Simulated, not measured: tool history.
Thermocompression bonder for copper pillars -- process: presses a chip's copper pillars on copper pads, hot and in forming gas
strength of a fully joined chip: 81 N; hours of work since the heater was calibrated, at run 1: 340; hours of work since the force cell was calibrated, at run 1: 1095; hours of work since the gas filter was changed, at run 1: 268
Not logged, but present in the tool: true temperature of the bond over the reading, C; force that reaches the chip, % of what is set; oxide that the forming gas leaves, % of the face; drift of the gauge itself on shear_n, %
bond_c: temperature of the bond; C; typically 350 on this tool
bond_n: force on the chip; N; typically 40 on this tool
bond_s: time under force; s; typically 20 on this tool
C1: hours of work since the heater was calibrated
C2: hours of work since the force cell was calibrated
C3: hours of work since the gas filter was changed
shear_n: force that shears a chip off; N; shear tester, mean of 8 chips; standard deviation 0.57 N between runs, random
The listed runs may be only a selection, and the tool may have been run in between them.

run 1 hour=0.0 | bond_c=350 bond_n=40 bond_s=20 | C1=340 C2=1095 C3=268 | shear_n=35.5
run 2 hour=57.2 | bond_c=350 bond_n=40 bond_s=20 | C1=376 C2=1132 C3=304 | shear_n=36.2
-- hour=82.2 forming gas filter changed
run 3 hour=137.3 | bond_c=350 bond_n=40 bond_s=20 | C1=427 C2=1182 C3=35 | shear_n=37.0
run 4 hour=217.4 | bond_c=350 bond_n=40 bond_s=20 | C1=478 C2=1234 C3=86 | shear_n=35.9
run 5 hour=261.7 | bond_c=350 bond_n=40 bond_s=20 | C1=506 C2=1262 C3=115 | shear_n=35.9
run 6 hour=343.5 | bond_c=350 bond_n=40 bond_s=20 | C1=558 C2=1314 C3=167 | shear_n=35.9
run 7 hour=382.1 | bond_c=350 bond_n=40 bond_s=20 | C1=583 C2=1339 C3=191 | shear_n=35.2
run 8 hour=428.0 | bond_c=350 bond_n=40 bond_s=20 | C1=612 C2=1368 C3=221 | shear_n=35.5
-- hour=484.2 force cell calibrated
run 9 hour=511.5 | bond_c=350 bond_n=40 bond_s=20 | C1=665 C2=17 C3=273 | shear_n=35.7
-- hour=537.0 heater calibrated with a thermocouple chip
-- hour=587.5 forming gas filter changed
run 10 hour=598.6 | bond_c=350 bond_n=40 bond_s=46 | C1=39 C2=71 C3=7 | shear_n=51.6
run 11 hour=687.8 | bond_c=350 bond_n=40 bond_s=46 | C1=96 C2=128 C3=64 | shear_n=51.9
run 12 hour=753.7 | bond_c=350 bond_n=40 bond_s=32 | C1=138 C2=170 C3=106 | shear_n=45.1
run 13 hour=821.8 | bond_c=350 bond_n=40 bond_s=32 | C1=181 C2=214 C3=150 | shear_n=44.5
run 14 hour=874.9 | bond_c=350 bond_n=31 bond_s=20 | C1=215 C2=248 C3=183 | shear_n=29.6
run 15 hour=921.3 | bond_c=350 bond_n=40 bond_s=20 | C1=245 C2=277 C3=213 | shear_n=37.8
run 16 hour=991.6 | bond_c=350 bond_n=40 bond_s=20 | C1=290 C2=322 C3=258 | shear_n=37.7
run 17 hour=1048.5 | bond_c=350 bond_n=40 bond_s=20 | C1=326 C2=358 C3=294 | shear_n=36.3
-- hour=1090.7 forming gas filter changed
run 18 hour=1103.7 | bond_c=350 bond_n=40 bond_s=20 | C1=361 C2=393 C3=8 | shear_n=39.4
run 19 hour=1154.4 | bond_c=350 bond_n=40 bond_s=20 | C1=393 C2=426 C3=41 | shear_n=38.0
run 20 hour=1210.2 | bond_c=350 bond_n=40 bond_s=20 | C1=429 C2=461 C3=76 | shear_n=37.8
run 21 hour=1256.8 | bond_c=329 bond_n=28 bond_s=20 | C1=459 C2=491 C3=106 | shear_n=21.1
run 22 hour=1297.6 | bond_c=341 bond_n=38 bond_s=15 | C1=485 C2=517 C3=132 | shear_n=28.6
run 23 hour=1345.0 | bond_c=341 bond_n=38 bond_s=15 | C1=515 C2=547 C3=162 | shear_n=28.7
run 24 hour=1434.8 | bond_c=341 bond_n=38 bond_s=15 | C1=572 C2=605 C3=220 | shear_n=27.9
run 25 hour=1487.8 | bond_c=341 bond_n=38 bond_s=15 | C1=606 C2=639 C3=253 | shear_n=27.4
run 26 hour=1541.4 | bond_c=333 bond_n=28 bond_s=11 | C1=640 C2=673 C3=288 | shear_n=16.2
-- hour=1594.9 forming gas filter changed
-- hour=1605.3 heater calibrated with a thermocouple chip
run 27 hour=1620.1 | bond_c=333 bond_n=28 bond_s=11 | C1=9 C2=721 C3=15 | shear_n=17.8
run 28 hour=1698.2 | bond_c=379 bond_n=53 bond_s=29 | C1=59 C2=771 C3=65 | shear_n=63.0
run 29 hour=1751.0 | bond_c=379 bond_n=53 bond_s=29 | C1=93 C2=805 C3=98 | shear_n=62.6
run 30 hour=1824.6 | bond_c=350 bond_n=41 bond_s=20 | C1=140 C2=852 C3=145 | shear_n=37.6
run 31 hour=1871.6 | bond_c=325 bond_n=41 bond_s=10 | C1=170 C2=882 C3=175 | shear_n=21.6
run 32 hour=1928.7 | bond_c=325 bond_n=41 bond_s=10 | C1=206 C2=918 C3=212 | shear_n=21.6
run 33 hour=2009.1 | bond_c=324 bond_n=41 bond_s=10 | C1=258 C2=970 C3=263 | shear_n=20.5
run 34 hour=2050.1 | bond_c=324 bond_n=41 bond_s=28 | C1=284 C2=996 C3=289 | shear_n=30.8
-- hour=2098.6 forming gas filter changed
run 35 hour=2124.3 | bond_c=324 bond_n=41 bond_s=28 | C1=331 C2=1043 C3=16 | shear_n=33.3
run 36 hour=2211.3 | bond_c=324 bond_n=41 bond_s=12 | C1=386 C2=1098 C3=72 | shear_n=22.1
run 37 hour=2282.2 | bond_c=371 bond_n=28 bond_s=21 | C1=432 C2=1143 C3=117 | shear_n=33.1
run 38 hour=2340.1 | bond_c=371 bond_n=28 bond_s=21 | C1=469 C2=1180 C3=154 | shear_n=31.7
run 39 hour=2400.6 | bond_c=371 bond_n=28 bond_s=21 | C1=507 C2=1219 C3=193 | shear_n=31.8

Each run again, without the hidden state but with its own random variation kept:
run=1 shear_n=40.5
run=2 shear_n=41.9
run=3 shear_n=40.1
run=4 shear_n=39.8
run=5 shear_n=40.2
run=6 shear_n=41.1
run=7 shear_n=40.6
run=8 shear_n=41.5
run=9 shear_n=40.7
run=10 shear_n=51.7
run=11 shear_n=53.2
run=12 shear_n=47.0
run=13 shear_n=47.1
run=14 shear_n=31.9
run=15 shear_n=41.0
run=16 shear_n=41.6
run=17 shear_n=40.8
run=18 shear_n=41.0
run=19 shear_n=40.0
run=20 shear_n=40.4
run=21 shear_n=23.1
run=22 shear_n=31.5
run=23 shear_n=32.0
run=24 shear_n=31.9
run=25 shear_n=31.7
run=26 shear_n=19.3
run=27 shear_n=18.7
run=28 shear_n=65.5
run=29 shear_n=65.9
run=30 shear_n=41.1
run=31 shear_n=24.1
run=32 shear_n=24.5
run=33 shear_n=23.9
run=34 shear_n=36.1
run=35 shear_n=36.2
run=36 shear_n=24.9
run=37 shear_n=37.2
run=38 shear_n=36.3
run=39 shear_n=36.8

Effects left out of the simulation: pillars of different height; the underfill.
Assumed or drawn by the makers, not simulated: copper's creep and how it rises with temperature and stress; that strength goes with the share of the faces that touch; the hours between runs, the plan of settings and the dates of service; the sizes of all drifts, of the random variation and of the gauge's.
